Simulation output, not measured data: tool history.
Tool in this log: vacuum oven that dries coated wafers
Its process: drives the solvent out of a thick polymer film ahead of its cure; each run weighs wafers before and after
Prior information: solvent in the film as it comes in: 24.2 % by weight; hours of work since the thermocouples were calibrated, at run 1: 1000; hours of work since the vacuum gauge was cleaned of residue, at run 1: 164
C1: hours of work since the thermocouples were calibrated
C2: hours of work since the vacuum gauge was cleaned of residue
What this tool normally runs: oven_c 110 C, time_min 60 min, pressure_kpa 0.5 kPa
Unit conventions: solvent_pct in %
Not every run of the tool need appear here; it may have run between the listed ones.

Run 1, day 0: usual settings; C1 1000; C2 164. Result: solvent_pct 0.868 %.
Run 2, day 0.475: usual settings but pressure_kpa 0.529 kPa; C1 1007; C2 171. Result: solvent_pct 0.879 %.
Run 3, day 1.067: usual settings but pressure_kpa 0.529 kPa; C1 1015; C2 180. Result: solvent_pct 0.874 %.
Run 4, day 1.471: usual settings; C1 1021; C2 186. Result: solvent_pct 0.867 %.
Run 5, day 2.046: usual settings; C1 1030; C2 194. Result: solvent_pct 0.875 %.
Run 6, day 2.342: usual settings but oven_c 107 C; C1 1034; C2 199. Result: solvent_pct 1.327 %.
Run 7, day 2.954: usual settings but oven_c 102 C; C1 1043; C2 208. Result: solvent_pct 2.454 %.
At day 3.067: vacuum gauge cleaned of residue and calibrated.
Run 8, day 3.638: usual settings but oven_c 119 C; C1 1053; C2 8. Result: solvent_pct 0.24 %.
Run 9, day 3.996: usual settings but oven_c 114 C, time_min 102 min; C1 1058; C2 14. Result: solvent_pct 0.162 %.
Run 10, day 4.408: usual settings but oven_c 120 C, time_min 88 min, pressure_kpa 0.322 kPa; C1 1064; C2 20. Result: solvent_pct 0.082 %.
Run 11, day 4.717: usual settings but oven_c 119 C, time_min 49 min, pressure_kpa 0.616 kPa; C1 1069; C2 25. Result: solvent_pct 0.407 %.
Run 12, day 5.012: usual settings but oven_c 119 C, time_min 49 min, pressure_kpa 0.616 kPa; C1 1073; C2 29. Result: solvent_pct 0.413 %.
Run 13, day 5.671: usual settings but oven_c 119 C, time_min 89 min, pressure_kpa 0.353 kPa; C1 1083; C2 39. Result: solvent_pct 0.107 %.
Run 14, day 6.238: usual settings but time_min 56 min; C1 1091; C2 47. Result: solvent_pct 1.075 %.
Run 15, day 6.688: usual settings but oven_c 102 C, time_min 44 min, pressure_kpa 0.339 kPa; C1 1098; C2 54. Result: solvent_pct 4.174 %.
At day 6.979: vacuum gauge cleaned of residue and calibrated, once more.
Run 16, day 7.258: usual settings but oven_c 102 C, time_min 44 min, pressure_kpa 0.339 kPa; C1 1106; C2 4. Result: solvent_pct 4.112 %.

Subtracting, for every run, the result it would have given without the tool's unlogged condition from the measured result gives the following. The same run-to-run variation enters both numbers; the gauge's scatter may not:
Hidden conditions of the tool in this case: true wafer temperature over the reading, C; true pressure over the reading, kPa; drift of the gauge itself on solvent_pct, %.
run  solvent_pct
  1       -0.097
  2       -0.097
  3       -0.097
  4       -0.097
  5       -0.097
  6       -0.138
  7       -0.216
  8       -0.006
  9       +0.017
 10       +0.018
 11       -0.034
 12       -0.034
 13        +0.02
 14       -0.105
 15       -0.278
 16       -0.322

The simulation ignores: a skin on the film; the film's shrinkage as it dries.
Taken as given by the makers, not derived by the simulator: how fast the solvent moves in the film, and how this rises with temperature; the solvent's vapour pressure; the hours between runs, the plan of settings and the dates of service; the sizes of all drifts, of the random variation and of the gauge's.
